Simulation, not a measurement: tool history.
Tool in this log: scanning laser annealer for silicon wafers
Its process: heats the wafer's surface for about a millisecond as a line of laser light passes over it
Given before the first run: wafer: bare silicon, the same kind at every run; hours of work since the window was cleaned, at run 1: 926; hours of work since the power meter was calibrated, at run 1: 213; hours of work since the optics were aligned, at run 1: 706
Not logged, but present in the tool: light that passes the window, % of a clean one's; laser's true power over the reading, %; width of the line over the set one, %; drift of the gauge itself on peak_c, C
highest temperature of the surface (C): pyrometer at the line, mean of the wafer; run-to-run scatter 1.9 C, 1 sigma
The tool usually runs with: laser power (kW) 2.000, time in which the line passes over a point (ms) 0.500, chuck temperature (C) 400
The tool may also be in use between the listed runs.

| run | hour | laser power (kW) | time in which the line passes over a point (ms) | chuck temperature (C) | hours of work since the window was cleaned | hours of work since the power meter was calibrated | hours of work since the optics were aligned | highest temperature of the surface (C) |
|---|---|---|---|---|---|---|---|---|
| 1 | 0.0 | 2.000 | 0.500 | 400 | 926 | 213 | 706 | 1236 |
| 2 | 18.7 | 2.000 | 0.500 | 400 | 937 | 223 | 716 | 1232 |
| 3 | 31.9 | 2.000 | 0.500 | 400 | 944 | 231 | 724 | 1233 |
| 4 | 42.1 | 2.000 | 0.365 | 400 | 950 | 236 | 729 | 1114 |
| 5 | 54.8 | 2.122 | 0.500 | 400 | 957 | 243 | 736 | 1281 |
| 6 | 73.1 | 2.122 | 0.500 | 400 | 967 | 253 | 747 | 1284 |
| 7 | 86.7 | 2.130 | 0.500 | 400 | 974 | 261 | 754 | 1284 |
| 8 | 108.2 | 2.000 | 0.500 | 400 | 986 | 273 | 766 | 1234 |
| 9 | 125.6 | 2.000 | 0.500 | 439 | 996 | 282 | 776 | 1272 |
|  | 130.1 | window over the wafer cleaned |
| 10 | 142.6 | 2.000 | 0.500 | 439 | 7 | 291 | 784 | 1276 |
| 11 | 162.8 | 2.000 | 0.500 | 415 | 18 | 302 | 795 | 1253 |
| 12 | 177.5 | 2.000 | 0.481 | 400 | 26 | 310 | 803 | 1221 |
| 13 | 188.2 | 2.000 | 0.500 | 400 | 32 | 316 | 809 | 1236 |
| 14 | 199.9 | 2.000 | 0.500 | 402 | 39 | 322 | 816 | 1238 |
| 15 | 210.1 | 2.000 | 0.351 | 400 | 44 | 328 | 821 | 1106 |
| 16 | 232.0 | 2.000 | 0.351 | 400 | 56 | 340 | 833 | 1106 |
| 17 | 255.1 | 2.000 | 0.500 | 432 | 69 | 353 | 846 | 1270 |
| 18 | 279.7 | 2.000 | 0.500 | 432 | 83 | 367 | 860 | 1265 |
| 19 | 291.4 | 2.000 | 0.500 | 432 | 89 | 373 | 866 | 1267 |
| 20 | 304.5 | 2.000 | 0.500 | 432 | 97 | 380 | 874 | 1264 |
| 21 | 316.9 | 2.000 | 0.500 | 432 | 103 | 387 | 880 | 1268 |
| 22 | 334.2 | 2.089 | 0.500 | 400 | 113 | 397 | 890 | 1268 |
| 23 | 356.8 | 2.089 | 0.500 | 400 | 125 | 409 | 903 | 1265 |
| 24 | 372.7 | 2.089 | 0.500 | 400 | 134 | 418 | 911 | 1272 |
| 25 | 385.3 | 2.000 | 0.399 | 400 | 141 | 425 | 918 | 1152 |
| 26 | 395.2 | 2.000 | 0.399 | 400 | 147 | 431 | 924 | 1152 |
| 27 | 405.9 | 2.000 | 0.399 | 400 | 153 | 436 | 930 | 1152 |
| 28 | 426.1 | 2.026 | 0.399 | 435 | 164 | 448 | 941 | 1192 |
| 29 | 437.2 | 1.901 | 0.500 | 419 | 170 | 454 | 947 | 1217 |
| 30 | 458.5 | 2.116 | 0.367 | 384 | 182 | 466 | 959 | 1143 |
| 31 | 478.8 | 2.116 | 0.367 | 384 | 193 | 477 | 970 | 1145 |
| 32 | 488.8 | 2.116 | 0.367 | 384 | 199 | 482 | 976 | 1143 |
| 33 | 499.7 | 1.750 | 0.535 | 409 | 205 | 488 | 982 | 1170 |
| 34 | 517.0 | 1.750 | 0.455 | 409 | 214 | 498 | 991 | 1116 |
| 35 | 530.5 | 1.750 | 0.455 | 409 | 222 | 505 | 999 | 1114 |
| 36 | 552.7 | 1.750 | 0.455 | 409 | 234 | 518 | 1011 | 1113 |
| 37 | 572.7 | 2.000 | 0.438 | 364 | 245 | 529 | 1022 | 1149 |
| 38 | 587.8 | 2.000 | 0.438 | 364 | 253 | 537 | 1030 | 1146 |
| 39 | 603.6 | 1.830 | 0.485 | 411 | 262 | 546 | 1039 | 1171 |
| 40 | 619.9 | 2.000 | 0.483 | 394 | 271 | 555 | 1048 | 1217 |
|  | 627.0 | optics aligned, line set to its width |
| 41 | 639.1 | 2.000 | 0.483 | 385 | 279 | 563 | 7 | 1204 |

Pick out some run-to-run changes in highest temperature of the surface (C). Of each, how much would a tool without hidden state show as well, from the settings, what came in and chance, and how much is left for the hidden state and any gauge scatter not in both results compared?
Run 4 -> 5: laser power (kW) 2.000 -> 2.122, time in which the line passes over a point (ms) 0.365 -> 0.500. highest temperature of the surface (C) +167: hidden state -1, all else +168.
Run 5 -> 6: nothing adjusted, nothing logged. highest temperature of the surface (C) +3: hidden state +1, all else +2.
Run 9 -> 10: window over the wafer cleaned. highest temperature of the surface (C) +4: hidden state +3, all else +1.
Run 14 -> 15: time in which the line passes over a point (ms) 0.500 -> 0.351, chuck temperature (C) 402 -> 400. highest temperature of the surface (C) -132: hidden state -1, all else -131.
Run 16 -> 17: time in which the line passes over a point (ms) 0.351 -> 0.500, chuck temperature (C) 400 -> 432. highest temperature of the surface (C) +164: hidden state -1, all else +165.

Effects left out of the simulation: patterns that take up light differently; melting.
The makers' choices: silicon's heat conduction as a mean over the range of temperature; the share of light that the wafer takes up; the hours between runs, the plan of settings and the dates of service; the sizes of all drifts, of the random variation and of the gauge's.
